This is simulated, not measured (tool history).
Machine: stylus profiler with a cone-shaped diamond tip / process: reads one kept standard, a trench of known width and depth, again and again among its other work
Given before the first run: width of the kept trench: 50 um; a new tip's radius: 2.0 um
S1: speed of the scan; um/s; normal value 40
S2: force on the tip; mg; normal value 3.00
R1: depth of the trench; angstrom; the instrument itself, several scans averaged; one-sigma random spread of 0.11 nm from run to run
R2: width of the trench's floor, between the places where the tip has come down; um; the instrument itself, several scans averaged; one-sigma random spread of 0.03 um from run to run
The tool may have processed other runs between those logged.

run 1 hour=0.0 | S1=40 S2=3.00 | R1=2030.8 R2=48.09
run 2 hour=40.6 | S1=40 S2=3.00 | R1=2031.4 R2=48.08
run 3 hour=81.1 | S1=12 S2=3.00 | R1=2031.2 R2=48.23
run 4 hour=114.7 | S1=12 S2=3.00 | R1=2031.9 R2=48.19
run 5 hour=147.1 | S1=12 S2=3.00 | R1=2030.7 R2=48.18
run 6 hour=193.0 | S1=12 S2=3.00 | R1=2031.3 R2=48.19
run 7 hour=215.5 | S1=12 S2=3.00 | R1=2031.2 R2=48.22
run 8 hour=262.0 | S1=12 S2=3.00 | R1=2031.4 R2=48.20
run 9 hour=307.1 | S1=12 S2=3.00 | R1=2030.0 R2=48.21
run 10 hour=328.2 | S1=27 S2=1.10 | R1=2016.6 R2=48.10
run 11 hour=370.3 | S1=125 S2=5.36 | R1=2045.9 R2=47.93
run 12 hour=395.6 | S1=125 S2=5.36 | R1=2046.0 R2=47.93
run 13 hour=434.5 | S1=40 S2=7.75 | R1=2060.2 R2=48.19
run 14 hour=478.1 | S1=29 S2=5.24 | R1=2045.3 R2=48.18
run 15 hour=511.8 | S1=29 S2=5.24 | R1=2045.3 R2=48.20
run 16 hour=535.8 | S1=156 S2=6.18 | R1=2049.8 R2=47.86
run 17 hour=566.2 | S1=13 S2=3.00 | R1=2030.5 R2=48.19

Predict each of these 3 candidate next runs independently; none follows another, all start after run 17:
run A hour=591.5 | S1=13 S2=5.40 | R1=? R2=?
run B hour=591.5 | S1=147 S2=1.22 | R1=? R2=?
run C hour=591.5 | S1=120 S2=7.66 | R1=? R2=?

run=A R1=2043.9 R2=48.24
run=B R1=2016.7 R2=47.40
run=C R1=2058.4 R2=48.00
Had the tool no hidden state, the same runs would have come out as:
run=A R1=2043.8 R2=48.25
run=B R1=2016.7 R2=47.41
run=C R1=2058.3 R2=48.01
